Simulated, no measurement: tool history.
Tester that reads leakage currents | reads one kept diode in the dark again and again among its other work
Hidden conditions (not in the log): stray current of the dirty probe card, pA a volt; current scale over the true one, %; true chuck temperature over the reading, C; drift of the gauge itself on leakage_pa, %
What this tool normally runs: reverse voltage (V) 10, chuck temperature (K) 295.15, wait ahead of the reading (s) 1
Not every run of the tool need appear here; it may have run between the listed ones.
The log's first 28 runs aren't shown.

| run | hour | reverse voltage (V) | chuck temperature (K) | wait ahead of the reading (s) | hours of work since the probe card was cleaned | hours of work since the tester was calibrated | hours of work since the chuck was calibrated | current that the tester gives (pA) |
|---|---|---|---|---|---|---|---|---|
| 29 | 1650.5 | 5.3 | 293.15 | 1.73 | 1975 | 1355 | 183 | 53.4 |
| 30 | 1715.5 | 1.6 | 306.15 | 3.34 | 2015 | 1394 | 223 | 83.02 |
|  | 1724.3 | chuck's temperature calibrated, once more |
| 31 | 1791.8 | 1.6 | 306.15 | 3.34 | 2061 | 1440 | 42 | 64.07 |
| 32 | 1848.2 | 1.6 | 306.15 | 3.34 | 2096 | 1475 | 76 | 64.86 |
| 33 | 1892 | 1.6 | 306.15 | 3.34 | 2123 | 1502 | 103 | 64.72 |
| 34 | 1974.4 | 1.6 | 306.15 | 3.34 | 2173 | 1552 | 154 | 64.98 |
| 35 | 2048.2 | 10 | 305.15 | 1.36 | 2219 | 1598 | 199 | 130.27 |
| 36 | 2128.4 | 10 | 305.15 | 7.44 | 2268 | 1647 | 249 | 129.46 |
| 37 | 2171.3 | 10 | 305.15 | 7.44 | 2294 | 1674 | 275 | 130.62 |
| 38 | 2235.3 | 10 | 300.15 | 0.98 | 2334 | 1713 | 314 | 93.51 |
| 39 | 2298.7 | 10 | 300.15 | 0.98 | 2373 | 1752 | 353 | 93.64 |
| 40 | 2372.8 | 3.9 | 295.15 | 0.85 | 2418 | 1798 | 399 | 43.75 |
| 41 | 2434.2 | 3.9 | 295.15 | 0.85 | 2456 | 1835 | 437 | 43.98 |

Here are 3 independent what-if runs from the current tool condition. What would each one return?
| A | 2474.5 | 7 | 299.15 | 0.55 | 2481 | 1860 | 461 | ? |
| B | 2474.5 | 2.7 | 295.15 | 1.17 | 2481 | 1860 | 461 | ? |
| C | 2474.5 | 3.9 | 317.15 | 0.85 | 2481 | 1860 | 461 | ? |

| run | current that the tester gives (pA) |
|---|---|
| A | 76.73 |
| B | 37.68 |
| C | 204.74 |
Without the tool's hidden state the same runs would have given:
| run | current that the tester gives (pA) |
|---|---|
| A | 72.08 |
| B | 35.51 |
| C | 196.2 |
